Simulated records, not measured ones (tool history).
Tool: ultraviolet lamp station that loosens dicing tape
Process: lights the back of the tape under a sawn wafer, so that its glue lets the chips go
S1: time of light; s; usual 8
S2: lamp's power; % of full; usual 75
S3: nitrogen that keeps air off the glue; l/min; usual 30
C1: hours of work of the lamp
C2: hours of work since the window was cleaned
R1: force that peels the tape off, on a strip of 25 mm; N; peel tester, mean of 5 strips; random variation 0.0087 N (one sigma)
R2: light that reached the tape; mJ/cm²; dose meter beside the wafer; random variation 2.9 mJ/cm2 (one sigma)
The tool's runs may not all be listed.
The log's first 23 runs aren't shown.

{"run": 24, "hour": 622.7, "S1": 8, "S2": 75, "S3": 13, "C1": 515, "C2": 229, "R1": 0.786, "R2": 405}
{"run": 25, "hour": 642.3, "S1": 4, "S2": 74, "S3": 31, "C1": 528, "C2": 243, "R1": 1.835, "R2": 203}
{"run": 26, "hour": 671.3, "S1": 6, "S2": 74, "S3": 31, "C1": 549, "C2": 263, "R1": 0.763, "R2": 300}
{"run": 27, "hour": 709.4, "S1": 6, "S2": 74, "S3": 31, "C1": 575, "C2": 290, "R1": 0.792, "R2": 305}
{"run": 28, "hour": 742.2, "S1": 9, "S2": 74, "S3": 31, "C1": 598, "C2": 313, "R1": 0.262, "R2": 451}
{"run": 29, "hour": 780.8, "S1": 9, "S2": 74, "S3": 31, "C1": 626, "C2": 340, "R1": 0.242, "R2": 452}
{"run": 30, "hour": 813.2, "S1": 9, "S2": 74, "S3": 31, "C1": 648, "C2": 363, "R1": 0.255, "R2": 454}
{"hour": 821.6, "done": "window cleaned of glue's vapour"}
{"run": 31, "hour": 845.9, "S1": 9, "S2": 74, "S3": 31, "C1": 671, "C2": 17, "R1": 0.248, "R2": 452}
{"run": 32, "hour": 874.8, "S1": 4, "S2": 67, "S3": 11, "C1": 691, "C2": 37, "R1": 3.511, "R2": 183}
{"run": 33, "hour": 908.8, "S1": 4, "S2": 67, "S3": 11, "C1": 715, "C2": 61, "R1": 3.524, "R2": 184}
{"run": 34, "hour": 929.0, "S1": 9, "S2": 96, "S3": 41, "C1": 729, "C2": 75, "R1": 0.089, "R2": 596}
{"run": 35, "hour": 950.2, "S1": 8, "S2": 74, "S3": 25, "C1": 744, "C2": 90, "R1": 0.437, "R2": 407}
{"run": 36, "hour": 988.5, "S1": 8, "S2": 74, "S3": 25, "C1": 771, "C2": 117, "R1": 0.448, "R2": 404}
{"run": 37, "hour": 1028.3, "S1": 5, "S2": 65, "S3": 30, "C1": 798, "C2": 145, "R1": 1.572, "R2": 220}
{"run": 38, "hour": 1058.9, "S1": 5, "S2": 65, "S3": 30, "C1": 820, "C2": 166, "R1": 1.562, "R2": 224}
{"run": 39, "hour": 1084.1, "S1": 5, "S2": 65, "S3": 30, "C1": 838, "C2": 184, "R1": 1.592, "R2": 220}
{"run": 40, "hour": 1117.4, "S1": 9, "S2": 92, "S3": 45, "C1": 861, "C2": 207, "R1": 0.096, "R2": 558}

5 ways to go on from here, each from the tool as it stands after run 40. What would each give?
{"run": "A", "hour": 1145.3, "S1": 7, "S2": 92, "S3": 23, "C1": 880, "C2": 227, "R1": "?", "R2": "?"}
{"run": "B", "hour": 1145.3, "S1": 6, "S2": 75, "S3": 30, "C1": 880, "C2": 227, "R1": "?", "R2": "?"}
{"run": "C", "hour": 1145.3, "S1": 8, "S2": 69, "S3": 30, "C1": 880, "C2": 227, "R1": "?", "R2": "?"}
{"run": "D", "hour": 1145.3, "S1": 10, "S2": 61, "S3": 18, "C1": 880, "C2": 227, "R1": "?", "R2": "?"}
{"run": "E", "hour": 1145.3, "S1": 9, "S2": 67, "S3": 45, "C1": 880, "C2": 227, "R1": "?", "R2": "?"}

run=A R1=0.384 R2=445
run=B R1=0.783 R2=306
run=C R1=0.452 R2=373
run=D R1=0.584 R2=411
run=E R1=0.238 R2=412
Without the tool's hidden state the same runs would have given:
run=A R1=0.381 R2=446
run=B R1=0.778 R2=307
run=C R1=0.449 R2=374
run=D R1=0.579 R2=412
run=E R1=0.236 R2=413
